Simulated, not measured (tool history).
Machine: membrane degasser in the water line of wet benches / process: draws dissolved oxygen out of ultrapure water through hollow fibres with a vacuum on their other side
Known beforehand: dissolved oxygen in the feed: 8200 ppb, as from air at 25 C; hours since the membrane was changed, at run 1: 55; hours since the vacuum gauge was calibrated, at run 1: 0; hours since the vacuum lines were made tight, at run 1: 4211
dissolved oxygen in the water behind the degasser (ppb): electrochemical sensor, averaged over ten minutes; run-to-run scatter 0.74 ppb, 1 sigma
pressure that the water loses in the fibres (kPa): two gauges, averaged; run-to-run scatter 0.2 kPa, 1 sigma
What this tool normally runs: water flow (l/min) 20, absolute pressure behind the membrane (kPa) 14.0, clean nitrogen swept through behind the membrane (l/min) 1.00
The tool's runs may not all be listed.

run,hour,water flow (l/min),absolute pressure behind the membrane (kPa),clean nitrogen swept through behind the membrane (l/min),hours since the membrane was changed,hours since the vacuum gauge was calibrated,hours since the vacuum lines were made tight,dissolved oxygen in the water behind the degasser (ppb),pressure that the water loses in the fibres (kPa)
1,0.0,20,14.0,1.00,55,0,4211,464.8,45.63
2,46.4,12,14.0,1.00,101,46,4257,300.4,26.80
3,103.5,20,28.1,1.00,159,104,4314,1005.2,45.02
4,147.7,20,14.0,1.00,203,148,4359,466.8,45.19
5,243.1,20,14.0,1.00,298,243,4454,466.1,45.27
# hour 249.2: vacuum gauge calibrated
6,335.3,20,14.0,1.00,390,86,4546,464.8,45.60
7,387.6,20,14.0,1.00,442,138,4598,463.1,45.09
8,482.9,20,14.0,0.60,538,234,4693,700.9,45.56
9,530.7,20,14.0,0.60,585,282,4741,698.6,44.97
10,576.2,12,14.0,0.87,631,327,4786,341.3,27.31
11,658.5,12,14.0,0.87,713,409,4869,341.0,27.41
# hour 719.8: vacuum gauge calibrated, once more
12,748.0,12,12.7,1.68,802,28,4958,166.7,27.32
13,813.8,19,20.2,1.00,868,94,5024,683.3,43.06
14,863.8,19,20.2,1.00,918,144,5074,683.4,42.79
15,960.2,19,20.2,2.86,1014,240,5170,273.9,43.21
16,1051.3,19,25.6,2.86,1105,331,5261,357.0,43.24
17,1147.3,19,25.6,2.86,1201,427,5357,355.7,43.87

4 ways to go on from here, each from the tool as it stands after run 17. What would each give?
A,1218.9,20,14.0,0.61,1273,499,5429,?,?
B,1218.9,29,8.9,0.97,1273,499,5429,?,?
C,1218.9,16,26.8,0.68,1273,499,5429,?,?
D,1218.9,20,22.5,2.82,1273,499,5429,?,?

run,dissolved oxygen in the water behind the degasser (ppb),pressure that the water loses in the fibres (kPa)
A,692.7,45.70
B,358.0,65.94
C,1093.6,36.15
D,328.9,45.21
Without the tool's unlogged condition, the same runs would have read:
run,dissolved oxygen in the water behind the degasser (ppb),pressure that the water loses in the fibres (kPa)
A,688.7,45.29
B,356.6,65.35
C,1075.8,35.83
D,321.3,44.80
